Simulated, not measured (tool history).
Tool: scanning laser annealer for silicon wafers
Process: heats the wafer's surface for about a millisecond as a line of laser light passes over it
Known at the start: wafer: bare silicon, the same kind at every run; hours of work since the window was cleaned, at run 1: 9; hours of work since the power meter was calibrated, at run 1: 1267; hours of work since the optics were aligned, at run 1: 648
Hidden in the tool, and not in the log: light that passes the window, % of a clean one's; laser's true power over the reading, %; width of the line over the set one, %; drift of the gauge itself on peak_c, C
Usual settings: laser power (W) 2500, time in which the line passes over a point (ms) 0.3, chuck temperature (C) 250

run,hour,laser power (W),time in which the line passes over a point (ms),chuck temperature (C),hours of work since the window was cleaned,hours of work since the power meter was calibrated,hours of work since the optics were aligned,highest temperature of the surface (C)
1,0,2500,0.3,250,9,1267,648,1020
2,70.8,2500,0.3,250,65,1323,704,1021
# hour 138.1: optics aligned, line set to its width
3,155,2500,0.3,279,128,1386,13,1050
4,196.8,2269,0.3,250,161,1419,47,949
5,256.5,2500,0.3,274,208,1466,94,1044
6,307.4,2500,0.3,274,249,1507,134,1043
7,359.8,2500,0.3,274,290,1548,176,1043
8,433,2500,0.3,250,348,1606,234,1021
# hour 461.2: window over the wafer cleaned
9,473.8,2500,0.3,250,10,1637,265,1019
10,544.4,2500,0.3,250,66,1693,321,1019
11,578.9,2500,0.3,250,93,1720,348,1020
12,656.4,2500,0.3,250,155,1782,409,1022
13,723.8,2500,0.3,250,208,1835,463,1018
14,768.1,2500,0.3,250,243,1870,498,1020
15,815.7,2500,0.3,250,281,1908,536,1019
16,880,2500,0.3,250,332,1959,587,1022
# hour 927.5: window over the wafer cleaned
17,937.5,2500,0.3,250,8,2003,631,1023
18,1003,2357,0.3,250,60,2055,683,978
19,1039,2357,0.3,250,88,2084,711,975
# hour 1096.4: optics aligned, line set to its width
20,1107.4,2450,0.24,250,139,2134,9,929
21,1165.3,2128,0.328,270,185,2180,55,949
22,1234.2,2500,0.364,281,239,2234,109,1121
23,1288.9,2500,0.364,281,283,2278,153,1123
24,1362,2275,0.277,269,340,2336,211,946
# hour 1398.9: window over the wafer cleaned
25,1406.6,2275,0.277,213,6,2369,244,891
26,1447.4,2500,0.256,245,38,2402,277,964
27,1487.9,2167,0.357,258,71,2434,309,979
28,1529.7,2342,0.27,255,104,2467,342,940
29,1605.6,2342,0.27,225,164,2527,402,912
30,1662.1,2342,0.379,225,209,2572,447,1026
31,1739,2342,0.379,225,270,2633,508,1026
32,1781.3,2342,0.379,225,303,2666,541,1027
33,1849.3,2322,0.3,250,357,2720,595,963
# hour 1867.6: window over the wafer cleaned
34,1906.4,2500,0.334,250,31,2764,639,1059
35,1973,2500,0.334,250,84,2817,692,1060

Forecast each of these 3 alternatives for the next run:
A,2024.9,2456,0.3,250,125,2858,733,?
B,2024.9,2488,0.334,275,125,2858,733,?
C,2024.9,2500,0.243,256,125,2858,733,?

run,highest temperature of the surface (C)
A,1006
B,1080
C,956
Without the tool's hidden state the same runs would have given:
run,highest temperature of the surface (C)
A,1006
B,1081
C,957
